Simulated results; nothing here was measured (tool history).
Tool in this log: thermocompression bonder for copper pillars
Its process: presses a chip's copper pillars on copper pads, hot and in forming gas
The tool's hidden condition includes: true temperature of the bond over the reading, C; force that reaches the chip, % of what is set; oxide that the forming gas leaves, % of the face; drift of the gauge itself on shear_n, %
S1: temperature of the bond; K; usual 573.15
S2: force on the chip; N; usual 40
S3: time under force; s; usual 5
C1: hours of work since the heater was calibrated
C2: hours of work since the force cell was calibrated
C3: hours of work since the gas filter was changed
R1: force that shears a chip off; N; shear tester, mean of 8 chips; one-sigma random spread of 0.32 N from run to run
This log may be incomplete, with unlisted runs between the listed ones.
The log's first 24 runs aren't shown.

-- day=13.733 forming gas filter changed
run 25 day=14.171 | S1=581.15 S2=28 S3=8 | C1=728 C2=216 C3=6 | R1=53.8
run 26 day=15.012 | S1=573.15 S2=35 S3=5 | C1=739 C2=227 C3=17 | R1=52.1
run 27 day=15.592 | S1=555.15 S2=35 S3=3 | C1=746 C2=235 C3=24 | R1=34.6
run 28 day=16.458 | S1=555.15 S2=35 S3=3 | C1=758 C2=246 C3=35 | R1=34.7
run 29 day=16.867 | S1=555.15 S2=35 S3=3 | C1=763 C2=251 C3=41 | R1=34.8
run 30 day=17.333 | S1=555.15 S2=35 S3=11 | C1=769 C2=257 C3=47 | R1=56.3
run 31 day=17.796 | S1=564.15 S2=25 S3=3 | C1=775 C2=263 C3=53 | R1=26.3
run 32 day=18.354 | S1=570.15 S2=42 S3=5 | C1=782 C2=270 C3=60 | R1=60.5
run 33 day=18.725 | S1=570.15 S2=42 S3=5 | C1=787 C2=275 C3=65 | R1=60.5
run 34 day=19.492 | S1=573.15 S2=40 S3=5 | C1=797 C2=285 C3=74 | R1=60
run 35 day=20.112 | S1=599.15 S2=40 S3=5 | C1=805 C2=293 C3=82 | R1=75.2
run 36 day=20.717 | S1=590.15 S2=51 S3=13 | C1=813 C2=301 C3=90 | R1=97.1
run 37 day=21.442 | S1=590.15 S2=51 S3=13 | C1=822 C2=310 C3=100 | R1=97.4
run 38 day=21.883 | S1=590.15 S2=51 S3=13 | C1=828 C2=316 C3=105 | R1=97.5
run 39 day=22.654 | S1=551.15 S2=33 S3=5 | C1=838 C2=326 C3=115 | R1=38.2

Alternative continuations, all from the tool just after run 39; predict every row:
run A day=23.412 | S1=555.15 S2=50 S3=4 | C1=847 C2=336 C3=125 | R1=?
run B day=23.412 | S1=560.15 S2=38 S3=11 | C1=847 C2=336 C3=125 | R1=?
run C day=23.412 | S1=573.15 S2=40 S3=5 | C1=847 C2=336 C3=125 | R1=?

run=A R1=56.2
run=B R1=64.3
run=C R1=59.2
Without the tool's unlogged condition, the same runs would have read:
run=A R1=54.1
run=B R1=62.2
run=C R1=57.2
